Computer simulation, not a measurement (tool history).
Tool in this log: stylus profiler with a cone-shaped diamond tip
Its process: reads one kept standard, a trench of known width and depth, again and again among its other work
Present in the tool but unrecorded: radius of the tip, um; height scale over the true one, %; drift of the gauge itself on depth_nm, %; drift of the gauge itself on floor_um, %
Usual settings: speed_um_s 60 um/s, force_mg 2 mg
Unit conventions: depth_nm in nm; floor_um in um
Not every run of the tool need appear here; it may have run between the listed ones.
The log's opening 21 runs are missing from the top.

run    hour  speed_um_s  force_mg  scans with this tip  hours of work since the height scale was calibrated  depth_nm  floor_um
 22  1021.6          60         2                15894                                                   39    505.48     43.83
 23    1071          60         2                16268                                                   65     505.6     43.87
 24  1118.3          18      1.19                16625                                                   90    504.53     44.02
 25  1173.1          17      1.34                17040                                                  118    504.92     44.05
 26  1235.2          16      1.12                17509                                                  151    504.69     43.95
     1259.3  -- height scale calibrated on a step standard, once more
 27  1304.2          16      1.12                18026                                                   24    502.44     43.92
 28  1343.3          16      1.12                18322                                                   44    502.46     43.88
 29  1386.1          54      5.54                18646                                                   66    507.03     43.75
 30  1420.1          54      5.54                18902                                                   84    507.02     43.77

Run 31 has not been measured yet. What should we expect?
 31  1488.4         201      1.65                19419                                                  120         ?         ?

depth_nm: 503.43 nm
floor_um: 42.59 um
Without the tool's hidden state the same run would have given depth_nm 503.19 nm, floor_um 44.29 um.

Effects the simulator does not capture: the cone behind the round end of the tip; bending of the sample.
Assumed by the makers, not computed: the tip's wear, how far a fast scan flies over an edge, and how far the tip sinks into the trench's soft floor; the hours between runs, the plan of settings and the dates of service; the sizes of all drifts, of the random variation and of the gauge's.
